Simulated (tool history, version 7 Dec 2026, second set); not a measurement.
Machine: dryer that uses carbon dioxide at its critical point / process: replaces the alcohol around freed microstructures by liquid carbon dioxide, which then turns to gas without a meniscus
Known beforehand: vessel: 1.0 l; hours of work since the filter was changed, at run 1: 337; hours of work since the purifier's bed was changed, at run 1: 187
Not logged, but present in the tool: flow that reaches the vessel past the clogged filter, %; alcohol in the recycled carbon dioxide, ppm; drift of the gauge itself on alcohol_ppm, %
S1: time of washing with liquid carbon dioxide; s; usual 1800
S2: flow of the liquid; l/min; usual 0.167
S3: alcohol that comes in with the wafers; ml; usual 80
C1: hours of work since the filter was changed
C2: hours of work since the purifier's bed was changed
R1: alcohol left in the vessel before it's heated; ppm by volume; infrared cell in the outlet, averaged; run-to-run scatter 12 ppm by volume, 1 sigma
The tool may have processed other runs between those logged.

Run 1, hour 0.0: usual settings; C1 337; C2 187. Result: R1 1273 ppm by volume.
Run 2, hour 32.3: usual settings; C1 356; C2 205. Result: R1 1309 ppm by volume.
Run 3, hour 64.6: usual settings but S3 32 ml; C1 374; C2 224. Result: R1 576 ppm by volume.
Run 4, hour 94.8: usual settings but S3 32 ml; C1 391; C2 241. Result: R1 583 ppm by volume.
Run 5, hour 119.0: usual settings but S3 32 ml; C1 405; C2 254. Result: R1 622 ppm by volume.
Run 6, hour 167.3: usual settings but S3 32 ml; C1 432; C2 282. Result: R1 631 ppm by volume.
At hour 197.2: inlet filter changed.
Run 7, hour 208.7: usual settings but S1 1860 s, S3 32 ml; C1 7; C2 305. Result: R1 306 ppm by volume.
Run 8, hour 238.1: usual settings; C1 23; C2 321. Result: R1 836 ppm by volume.
Run 9, hour 283.3: usual settings but S3 62 ml; C1 49; C2 347. Result: R1 655 ppm by volume.
Run 10, hour 306.4: usual settings; C1 62; C2 360. Result: R1 874 ppm by volume.
Run 11, hour 334.2: usual settings; C1 78; C2 376. Result: R1 865 ppm by volume.
Run 12, hour 374.1: usual settings; C1 100; C2 398. Result: R1 936 ppm by volume.
Run 13, hour 401.9: usual settings; C1 116; C2 414. Result: R1 949 ppm by volume.
Run 14, hour 423.8: usual settings; C1 129; C2 427. Result: R1 958 ppm by volume.
Run 15, hour 451.3: usual settings but S1 1200 s, S2 0.253 l/min, S3 77 ml; C1 144; C2 442. Result: R1 814 ppm by volume.
Run 16, hour 489.6: usual settings but S1 2040 s, S3 28 ml; C1 166; C2 464. Result: R1 271 ppm by volume.
Run 17, hour 527.9: usual settings but S1 2040 s, S3 28 ml; C1 188; C2 486. Result: R1 287 ppm by volume.
Run 18, hour 573.6: usual settings but S1 2520 s, S2 0.204 l/min, S3 41 ml; C1 213; C2 512. Result: R1 122 ppm by volume.
Run 19, hour 607.9: usual settings but S1 2520 s, S2 0.204 l/min, S3 41 ml; C1 233; C2 531. Result: R1 127 ppm by volume.
Run 20, hour 645.2: usual settings but S1 2520 s, S2 0.204 l/min, S3 41 ml; C1 254; C2 552. Result: R1 134 ppm by volume.
Run 21, hour 671.7: usual settings but S1 2520 s, S2 0.204 l/min, S3 41 ml; C1 269; C2 567. Result: R1 133 ppm by volume.
Run 22, hour 711.9: usual settings but S1 2520 s, S2 0.261 l/min, S3 50 ml; C1 292; C2 590. Result: R1 119 ppm by volume.
Run 23, hour 758.1: usual settings but S1 2520 s, S2 0.261 l/min, S3 41 ml; C1 318; C2 616. Result: R1 122 ppm by volume.
Run 24, hour 781.5: usual settings but S1 2340 s, S2 0.251 l/min, S3 41 ml; C1 331; C2 630. Result: R1 133 ppm by volume.
Run 25, hour 813.2: usual settings but S1 2340 s, S2 0.251 l/min, S3 41 ml; C1 349; C2 648. Result: R1 137 ppm by volume.
Run 26, hour 848.0: usual settings but S1 2340 s, S2 0.251 l/min, S3 41 ml; C1 369; C2 667. Result: R1 143 ppm by volume.
Run 27, hour 877.7: usual settings but S1 2340 s, S2 0.251 l/min, S3 41 ml; C1 386; C2 684. Result: R1 152 ppm by volume.
Run 28, hour 923.5: usual settings but S1 1860 s, S2 0.257 l/min, S3 43 ml; C1 412; C2 710. Result: R1 197 ppm by volume.

Alternative continuations, all from the tool just after run 28; predict every row:
Run A, hour 971.5: usual settings but S1 1860 s, S2 0.257 l/min, S3 21 ml; C1 439; C2 737. Result: R1 ?.
Run B, hour 971.5: usual settings but S1 1860 s, S2 0.129 l/min, S3 71 ml; C1 439; C2 737. Result: R1 ?.
Run C, hour 971.5: usual settings but S1 1140 s, S2 0.157 l/min, S3 49 ml; C1 439; C2 737. Result: R1 ?.
Run D, hour 971.5: usual settings but S1 1680 s, S2 0.175 l/min, S3 28 ml; C1 439; C2 737. Result: R1 ?.
Run E, hour 971.5: usual settings but S1 1860 s, S2 0.148 l/min, S3 74 ml; C1 439; C2 737. Result: R1 ?.

run    R1
  A   164
  B  3255
  C  4748
  D   694
  E  2125
Stripped of hidden state, with their random variation kept, the same runs would have yielded:
run    R1
  A     3
  B  1771
  C  3001
  D   279
  E  1032

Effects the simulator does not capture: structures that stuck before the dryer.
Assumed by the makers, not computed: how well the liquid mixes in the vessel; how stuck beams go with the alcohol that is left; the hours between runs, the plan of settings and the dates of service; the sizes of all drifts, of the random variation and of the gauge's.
